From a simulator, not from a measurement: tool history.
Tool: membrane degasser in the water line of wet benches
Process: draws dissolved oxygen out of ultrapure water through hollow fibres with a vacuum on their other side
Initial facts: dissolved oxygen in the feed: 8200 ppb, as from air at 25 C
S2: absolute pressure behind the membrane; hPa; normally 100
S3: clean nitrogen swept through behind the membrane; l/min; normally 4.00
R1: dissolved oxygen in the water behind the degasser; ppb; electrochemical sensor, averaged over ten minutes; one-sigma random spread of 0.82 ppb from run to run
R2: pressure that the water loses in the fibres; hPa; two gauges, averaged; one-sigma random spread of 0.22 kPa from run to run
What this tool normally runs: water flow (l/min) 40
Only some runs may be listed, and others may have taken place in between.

{"run": 1, "day": 0.0, "water flow (l/min)": 40, "S2": 100, "S3": 4.0, "R1": 162.8, "R2": 520.4}
{"run": 2, "day": 1.708, "water flow (l/min)": 40, "S2": 100, "S3": 4.0, "R1": 163.6, "R2": 520.8}
{"run": 3, "day": 4.117, "water flow (l/min)": 40, "S2": 100, "S3": 4.0, "R1": 163.9, "R2": 518.9}
{"run": 4, "day": 6.45, "water flow (l/min)": 40, "S2": 100, "S3": 4.0, "R1": 162.9, "R2": 521.0}
{"run": 5, "day": 8.575, "water flow (l/min)": 40, "S2": 100, "S3": 4.0, "R1": 162.6, "R2": 522.2}
{"run": 6, "day": 10.021, "water flow (l/min)": 40, "S2": 138, "S3": 4.0, "R1": 250.2, "R2": 522.0}
{"run": 7, "day": 12.254, "water flow (l/min)": 40, "S2": 138, "S3": 4.0, "R1": 249.0, "R2": 521.6}
{"run": 8, "day": 14.083, "water flow (l/min)": 40, "S2": 100, "S3": 6.36, "R1": 107.2, "R2": 521.2}
{"run": 9, "day": 16.55, "water flow (l/min)": 40, "S2": 100, "S3": 6.36, "R1": 106.9, "R2": 515.4}
{"run": 10, "day": 18.021, "water flow (l/min)": 40, "S2": 100, "S3": 6.36, "R1": 107.1, "R2": 521.3}
{"run": 11, "day": 19.058, "water flow (l/min)": 40, "S2": 100, "S3": 6.36, "R1": 106.6, "R2": 524.6}
{"run": 12, "day": 20.296, "water flow (l/min)": 40, "S2": 100, "S3": 4.0, "R1": 162.6, "R2": 527.1}
{"run": 13, "day": 21.771, "water flow (l/min)": 40, "S2": 100, "S3": 4.0, "R1": 164.0, "R2": 521.6}
{"run": 14, "day": 23.679, "water flow (l/min)": 40, "S2": 100, "S3": 4.0, "R1": 164.3, "R2": 525.3}
{"run": 15, "day": 25.342, "water flow (l/min)": 40, "S2": 100, "S3": 4.0, "R1": 162.3, "R2": 524.1}
{"run": 16, "day": 26.721, "water flow (l/min)": 40, "S2": 100, "S3": 4.0, "R1": 163.9, "R2": 518.2}
{"run": 17, "day": 28.008, "water flow (l/min)": 40, "S2": 117, "S3": 9.66, "R1": 89.7, "R2": 526.0}
{"run": 18, "day": 29.262, "water flow (l/min)": 36, "S2": 67, "S3": 5.4, "R1": 60.0, "R2": 469.5}
{"run": 19, "day": 30.862, "water flow (l/min)": 36, "S2": 67, "S3": 5.4, "R1": 59.6, "R2": 467.1}
{"run": 20, "day": 33.054, "water flow (l/min)": 36, "S2": 243, "S3": 5.4, "R1": 329.3, "R2": 467.2}
{"run": 21, "day": 34.658, "water flow (l/min)": 52, "S2": 243, "S3": 5.4, "R1": 465.7, "R2": 679.0}
{"day": 35.554, "done": "vacuum gauge calibrated"}
{"run": 22, "day": 35.804, "water flow (l/min)": 52, "S2": 243, "S3": 5.4, "R1": 460.5, "R2": 679.2}
{"run": 23, "day": 38.229, "water flow (l/min)": 52, "S2": 117, "S3": 3.5, "R1": 288.6, "R2": 682.7}
{"run": 24, "day": 39.421, "water flow (l/min)": 40, "S2": 100, "S3": 8.46, "R1": 81.5, "R2": 522.1}
{"run": 25, "day": 41.492, "water flow (l/min)": 40, "S2": 100, "S3": 8.46, "R1": 81.8, "R2": 523.3}
{"run": 26, "day": 43.783, "water flow (l/min)": 32, "S2": 178, "S3": 11.01, "R1": 106.3, "R2": 420.3}
{"run": 27, "day": 45.208, "water flow (l/min)": 38, "S2": 178, "S3": 7.75, "R1": 173.7, "R2": 494.8}
{"run": 28, "day": 46.992, "water flow (l/min)": 55, "S2": 178, "S3": 7.75, "R1": 250.7, "R2": 718.8}
{"run": 29, "day": 48.238, "water flow (l/min)": 36, "S2": 94, "S3": 6.24, "R1": 88.9, "R2": 469.1}
{"run": 30, "day": 49.462, "water flow (l/min)": 40, "S2": 157, "S3": 9.9, "R1": 126.1, "R2": 518.8}
{"run": 31, "day": 50.625, "water flow (l/min)": 40, "S2": 157, "S3": 9.9, "R1": 126.3, "R2": 521.4}
{"run": 32, "day": 52.867, "water flow (l/min)": 46, "S2": 81, "S3": 7.96, "R1": 72.7, "R2": 603.0}

Here are 4 independent what-if runs from the current tool condition. What would each one return?
{"run": "A", "day": 54.179, "water flow (l/min)": 28, "S2": 230, "S3": 6.3, "R1": "?", "R2": "?"}
{"run": "B", "day": 54.179, "water flow (l/min)": 46, "S2": 81, "S3": 3.25, "R1": "?", "R2": "?"}
{"run": "C", "day": 54.179, "water flow (l/min)": 46, "S2": 114, "S3": 7.96, "R1": "?", "R2": "?"}
{"run": "D", "day": 54.179, "water flow (l/min)": 34, "S2": 81, "S3": 7.05, "R1": "?", "R2": "?"}

run=A R1=214.1 R2=365.7
run=B R1=162.7 R2=604.3
run=C R1=118.6 R2=605.7
run=D R1=60.2 R2=442.4
What these runs would have given with no unlogged condition in the tool:
run=A R1=211.2 R2=362.9
run=B R1=160.6 R2=599.8
run=C R1=117.1 R2=601.2
run=D R1=59.1 R2=439.1
